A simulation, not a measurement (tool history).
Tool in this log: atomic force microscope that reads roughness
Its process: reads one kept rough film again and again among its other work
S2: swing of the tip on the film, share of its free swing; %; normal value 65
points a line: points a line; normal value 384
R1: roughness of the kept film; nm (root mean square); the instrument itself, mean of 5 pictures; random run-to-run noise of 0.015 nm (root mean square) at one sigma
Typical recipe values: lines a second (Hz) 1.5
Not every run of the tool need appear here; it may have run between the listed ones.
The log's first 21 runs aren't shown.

{"run": 22, "day": 36.467, "lines a second (Hz)": 1.12, "S2": 63, "points a line": 746, "R1": 3.577}
{"run": 23, "day": 37.775, "lines a second (Hz)": 0.65, "S2": 69, "points a line": 771, "R1": 3.589}
{"day": 38.854, "done": "new tip fitted"}
{"run": 24, "day": 40.217, "lines a second (Hz)": 0.65, "S2": 69, "points a line": 826, "R1": 3.747}
{"run": 25, "day": 42.442, "lines a second (Hz)": 0.67, "S2": 62, "points a line": 384, "R1": 3.656}
{"run": 26, "day": 44.312, "lines a second (Hz)": 1.5, "S2": 58, "points a line": 384, "R1": 3.562}
{"day": 45.662, "done": "new tip fitted"}
{"run": 27, "day": 46.7, "lines a second (Hz)": 1.5, "S2": 58, "points a line": 384, "R1": 3.711}
{"run": 28, "day": 49.1, "lines a second (Hz)": 3.19, "S2": 56, "points a line": 384, "R1": 3.511}
{"run": 29, "day": 50.312, "lines a second (Hz)": 1.18, "S2": 56, "points a line": 737, "R1": 3.598}
{"run": 30, "day": 51.988, "lines a second (Hz)": 1.18, "S2": 56, "points a line": 737, "R1": 3.564}
{"day": 52.421, "done": "new tip fitted"}
{"run": 31, "day": 53.362, "lines a second (Hz)": 0.67, "S2": 58, "points a line": 653, "R1": 3.816}
{"run": 32, "day": 55.35, "lines a second (Hz)": 2.13, "S2": 58, "points a line": 384, "R1": 3.593}
{"run": 33, "day": 56.662, "lines a second (Hz)": 0.59, "S2": 61, "points a line": 420, "R1": 3.667}
{"run": 34, "day": 59.158, "lines a second (Hz)": 1.49, "S2": 82, "points a line": 384, "R1": 3.103}

Below are 4 alternative next runs, each starting from the tool's condition after run 34. Predict each:
{"day": 59.338, "done": "new tip fitted"}
{"run": "A", "day": 61.433, "lines a second (Hz)": 1.5, "S2": 74, "points a line": 643, "R1": "?"}
{"day": 59.338, "done": "new tip fitted"}
{"run": "B", "day": 61.433, "lines a second (Hz)": 3.74, "S2": 65, "points a line": 863, "R1": "?"}
{"day": 59.338, "done": "new tip fitted"}
{"run": "C", "day": 61.433, "lines a second (Hz)": 1.35, "S2": 56, "points a line": 576, "R1": "?"}
{"day": 59.338, "done": "new tip fitted"}
{"run": "D", "day": 61.433, "lines a second (Hz)": 3.9, "S2": 78, "points a line": 340, "R1": "?"}

run=A R1=3.452
run=B R1=3.315
run=C R1=3.714
run=D R1=2.874
Stripped of hidden state, with their random variation kept, the same runs would have yielded:
run=A R1=3.579
run=B R1=3.437
run=C R1=3.851
run=D R1=2.979

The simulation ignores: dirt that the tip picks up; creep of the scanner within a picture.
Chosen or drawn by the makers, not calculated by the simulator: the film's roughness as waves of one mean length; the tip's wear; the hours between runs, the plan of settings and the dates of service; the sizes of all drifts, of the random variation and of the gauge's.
